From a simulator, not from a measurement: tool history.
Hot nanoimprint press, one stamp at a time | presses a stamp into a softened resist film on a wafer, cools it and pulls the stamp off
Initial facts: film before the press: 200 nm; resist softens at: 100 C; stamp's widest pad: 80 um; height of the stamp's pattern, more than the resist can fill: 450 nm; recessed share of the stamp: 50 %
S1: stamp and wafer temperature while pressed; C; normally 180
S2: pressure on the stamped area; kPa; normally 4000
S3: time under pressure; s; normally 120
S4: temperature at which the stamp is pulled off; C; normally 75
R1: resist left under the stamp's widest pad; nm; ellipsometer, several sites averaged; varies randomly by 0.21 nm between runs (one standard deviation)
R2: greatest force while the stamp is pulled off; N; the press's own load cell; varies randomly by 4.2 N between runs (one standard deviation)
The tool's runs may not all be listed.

run     day   S1    S2   S3  S4     R1   R2
  1       0  180  4000  120  75   82.4  251
  2   2.708  187  4000  120  75   68.2  260
  3   4.075  187  4000  120  75   68.2  266
  4   6.688  187  3300  120  75   75.3  276
      7.988  -- stamp cleaned and given a new release coat
  5   8.504  187  3300  120  75   75.1  237
  6  11.217  187  3300  120  75   74.8  249
  7   13.75  180  4000  120  75   82.2  260
       17.1  -- press's hydraulic seals changed and the load cell set to zero
  8    17.1  180  4000  120  76   79.1  267
     18.417  -- plate thermocouple calibrated
     19.204  -- stamp cleaned and given a new release coat
  9  19.529  180  4000  120  75   81.5  232
 10  21.254  180  4000  120  75   81.6  241
 11  24.358  180  4000  120  75   81.4  263
 12  27.296  180  4000  120  75   81.1  277
 13  28.942  175  4000  120  75   93.4  286
     30.075  -- stamp cleaned and given a new release coat
 14  31.988  169  5520  205  62     79  301
 15  34.271  180  4000   87  75   90.1  252
 16  36.533  180  4000   87  75   90.5  265
 17  38.417  180  4000   87  75   90.1  276
     40.796  -- stamp cleaned and given a new release coat
 18  41.079  183  4000  197  75   61.2  233
 19  43.967  169  2680  120  60  129.6  309
 20  47.304  180  4180  214  75     63  266
 21  48.679  182  4000  125  75   73.9  263

What if the next run were any one of these 4? Each begins from the tool's condition after run 21:
     51.492  -- stamp cleaned and given a new release coat
  A  51.492  180  4000  120  79   ?   ?
     51.492  -- stamp cleaned and given a new release coat
  B  51.492  177  2840  129  75   ?   ?
     51.492  -- stamp cleaned and given a new release coat
  C  51.492  180  2930  120  70   ?   ?
     51.492  -- stamp cleaned and given a new release coat
  D  51.492  182  4000   78  75   ?   ?

run    R1   R2
  A  79.5  221
  B   100  231
  C  93.6  253
  D  88.2  233
What these runs would have given with no unlogged condition in the tool:
run     R1   R2
  A   81.2  226
  B  102.7  236
  C     96  259
  D     90  239
